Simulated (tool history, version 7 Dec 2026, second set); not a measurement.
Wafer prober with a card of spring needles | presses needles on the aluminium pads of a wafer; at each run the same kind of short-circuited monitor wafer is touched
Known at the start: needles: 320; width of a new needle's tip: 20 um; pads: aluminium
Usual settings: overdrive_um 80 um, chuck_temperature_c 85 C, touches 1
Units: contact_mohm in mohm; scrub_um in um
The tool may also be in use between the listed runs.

run 1 hour=0 | overdrive_um=80 chuck_temperature_c=85 touches=1 | contact_mohm=280 scrub_um=11.736
-- hour=6.1 tips cleaned on abrasive film
-- hour=24.2 tips cleaned on abrasive film
run 2 hour=29.5 | overdrive_um=80 chuck_temperature_c=85 touches=1 | contact_mohm=261 scrub_um=11.707
-- hour=41.2 tips cleaned on abrasive film
-- hour=58.8 tips cleaned on abrasive film
run 3 hour=60.6 | overdrive_um=80 chuck_temperature_c=85 touches=1 | contact_mohm=227 scrub_um=11.687
-- hour=75 tips cleaned on abrasive film
run 4 hour=90.4 | overdrive_um=80 chuck_temperature_c=85 touches=1 | contact_mohm=327 scrub_um=11.685
-- hour=92.5 tips cleaned on abrasive film
-- hour=103.8 tips cleaned on abrasive film, once more
run 5 hour=118 | overdrive_um=91 chuck_temperature_c=85 touches=1 | contact_mohm=288 scrub_um=13.281
-- hour=120.7 tips cleaned on abrasive film
-- hour=137.2 tips cleaned on abrasive film
run 6 hour=137.8 | overdrive_um=91 chuck_temperature_c=85 touches=1 | contact_mohm=199 scrub_um=13.261
-- hour=153.4 tips cleaned on abrasive film
-- hour=171.6 tips cleaned on abrasive film
run 7 hour=172.2 | overdrive_um=80 chuck_temperature_c=85 touches=1 | contact_mohm=204 scrub_um=11.621
-- hour=187.7 tips cleaned on abrasive film
run 8 hour=188.1 | overdrive_um=86 chuck_temperature_c=75 touches=1 | contact_mohm=195 scrub_um=12.505
-- hour=205 tips cleaned on abrasive film
run 9 hour=208.4 | overdrive_um=81 chuck_temperature_c=28 touches=2 | contact_mohm=213 scrub_um=11.762
-- hour=223.2 tips cleaned on abrasive film
-- hour=240.5 tips cleaned on abrasive film
run 10 hour=241.1 | overdrive_um=81 chuck_temperature_c=28 touches=2 | contact_mohm=183 scrub_um=11.742
-- hour=258.5 tips cleaned on abrasive film
-- hour=268.8 height of the first contact set anew
run 11 hour=268.8 | overdrive_um=80 chuck_temperature_c=112 touches=2 | contact_mohm=254 scrub_um=11.788
-- hour=274.5 tips cleaned on abrasive film
-- hour=292 tips cleaned on abrasive film
run 12 hour=294 | overdrive_um=97 chuck_temperature_c=61 touches=2 | contact_mohm=194 scrub_um=14.259
-- hour=308 tips cleaned on abrasive film
-- hour=324.6 tips cleaned on abrasive film
run 13 hour=327.5 | overdrive_um=90 chuck_temperature_c=85 touches=1 | contact_mohm=226 scrub_um=13.217

Hidden state or all else? Some run-to-run changes of contact_mohm, split into what the settings, what came in and random variation would give without the hidden state, and what is left for the hidden state (with any gauge scatter that isn't in both results):
The hidden state here: debris on the tips, nm; way that the needles fall short of the set height, um; tips' diameter, um; drift of the gauge itself on contact_mohm, %; drift of the gauge itself on scrub_um, %.
Run 3 -> 4: tips cleaned on abrasive film. contact_mohm +100 mohm: hidden state +100, all else +0.
